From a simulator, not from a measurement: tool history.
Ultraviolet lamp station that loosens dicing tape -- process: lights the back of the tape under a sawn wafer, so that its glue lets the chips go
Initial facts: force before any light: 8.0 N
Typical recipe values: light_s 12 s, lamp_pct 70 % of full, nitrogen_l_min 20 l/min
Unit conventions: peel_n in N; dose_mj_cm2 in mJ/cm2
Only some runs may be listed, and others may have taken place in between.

| run | hour | light_s | lamp_pct | nitrogen_l_min | peel_n | dose_mj_cm2 |
|---|---|---|---|---|---|---|
| 1 | 0 | 12 | 70 | 20 | 0.655 | 266 |
| 2 | 11 | 12 | 86 | 20 | 0.435 | 328 |
| 3 | 19.9 | 12 | 86 | 13 | 0.636 | 329 |
| 4 | 29.8 | 12 | 86 | 13 | 0.65 | 327 |
| 5 | 35.2 | 12 | 86 | 13 | 0.639 | 322 |
| 6 | 45.5 | 12 | 86 | 13 | 0.643 | 327 |
| 7 | 50.3 | 12 | 74 | 20 | 0.65 | 278 |
| 8 | 60.8 | 12 | 74 | 20 | 0.632 | 277 |
| 9 | 66.5 | 12 | 74 | 20 | 0.641 | 281 |
| 10 | 73.2 | 12 | 74 | 20 | 0.66 | 274 |
| 11 | 79.4 | 12 | 74 | 20 | 0.645 | 279 |
| 12 | 89.8 | 12 | 82 | 20 | 0.525 | 308 |
| 13 | 100.7 | 12 | 70 | 20 | 0.725 | 254 |
|  | 102.2 | window cleaned of glue's vapour |
| 14 | 108.6 | 12 | 70 | 20 | 0.785 | 247 |
| 15 | 115 | 8 | 70 | 20 | 1.565 | 167 |
| 16 | 124.3 | 8 | 70 | 20 | 1.589 | 167 |
| 17 | 129.7 | 8 | 70 | 20 | 1.568 | 164 |
| 18 | 138.5 | 8 | 70 | 20 | 1.6 | 164 |
|  | 142.5 | window cleaned of glue's vapour, once more |
| 19 | 148.5 | 12 | 70 | 20 | 0.527 | 304 |
| 20 | 155.1 | 12 | 89 | 20 | 0.352 | 383 |
| 21 | 161.1 | 12 | 89 | 20 | 0.355 | 386 |
| 22 | 169.4 | 15 | 84 | 9 | 0.442 | 451 |
| 23 | 175.3 | 15 | 84 | 9 | 0.443 | 453 |
| 24 | 180.7 | 15 | 84 | 9 | 0.443 | 445 |
| 25 | 187.5 | 11 | 77 | 15 | 0.646 | 301 |
| 26 | 198.1 | 11 | 77 | 15 | 0.658 | 299 |
| 27 | 203.2 | 23 | 83 | 23 | 0.211 | 675 |
| 28 | 214 | 7 | 83 | 11 | 1.637 | 207 |
| 29 | 219.8 | 6 | 72 | 20 | 1.751 | 157 |
| 30 | 228.9 | 6 | 71 | 19 | 1.813 | 147 |
| 31 | 234.5 | 14 | 69 | 28 | 0.346 | 340 |
| 32 | 244.3 | 18 | 68 | 12 | 0.396 | 427 |
| 33 | 251.7 | 12 | 60 | 20 | 0.773 | 250 |
| 34 | 262.4 | 16 | 61 | 21 | 0.415 | 338 |
| 35 | 268.7 | 12 | 70 | 7 | 1.205 | 291 |
| 36 | 276.9 | 9 | 63 | 14 | 1.522 | 198 |
| 37 | 285.6 | 9 | 63 | 14 | 1.515 | 192 |
| 38 | 295.6 | 9 | 63 | 7 | 2.265 | 194 |
| 39 | 304 | 9 | 63 | 7 | 2.262 | 197 |
| 40 | 310.9 | 9 | 63 | 7 | 2.214 | 193 |

Same runs, no hidden state in the tool, same run-to-run variation:
Hidden conditions of the tool in this case: lamp's light, % of a new lamp's; light that the window lets through, % of a clean one's; drift of the gauge itself on peel_n, %; drift of the gauge itself on dose_mj_cm2, %.
| run | peel_n | dose_mj_cm2 |
|---|---|---|
| 1 | 0.46 | 321 |
| 2 | 0.313 | 397 |
| 3 | 0.441 | 399 |
| 4 | 0.449 | 399 |
| 5 | 0.439 | 394 |
| 6 | 0.439 | 401 |
| 7 | 0.441 | 342 |
| 8 | 0.424 | 342 |
| 9 | 0.428 | 347 |
| 10 | 0.44 | 342 |
| 11 | 0.427 | 347 |
| 12 | 0.351 | 384 |
| 13 | 0.464 | 320 |
| 14 | 0.48 | 321 |
| 15 | 1.012 | 216 |
| 16 | 1.026 | 218 |
| 17 | 1.008 | 215 |
| 18 | 1.021 | 215 |
| 19 | 0.47 | 324 |
| 20 | 0.321 | 408 |
| 21 | 0.322 | 412 |
| 22 | 0.391 | 484 |
| 23 | 0.391 | 486 |
| 24 | 0.389 | 479 |
| 25 | 0.56 | 325 |
| 26 | 0.565 | 324 |
| 27 | 0.209 | 732 |
| 28 | 1.436 | 225 |
| 29 | 1.541 | 171 |
| 30 | 1.593 | 162 |
| 31 | 0.301 | 373 |
| 32 | 0.337 | 471 |
| 33 | 0.641 | 276 |
| 34 | 0.348 | 375 |
| 35 | 1 | 324 |
| 36 | 1.276 | 221 |
| 37 | 1.265 | 216 |
| 38 | 1.947 | 218 |
| 39 | 1.937 | 222 |
| 40 | 1.889 | 219 |
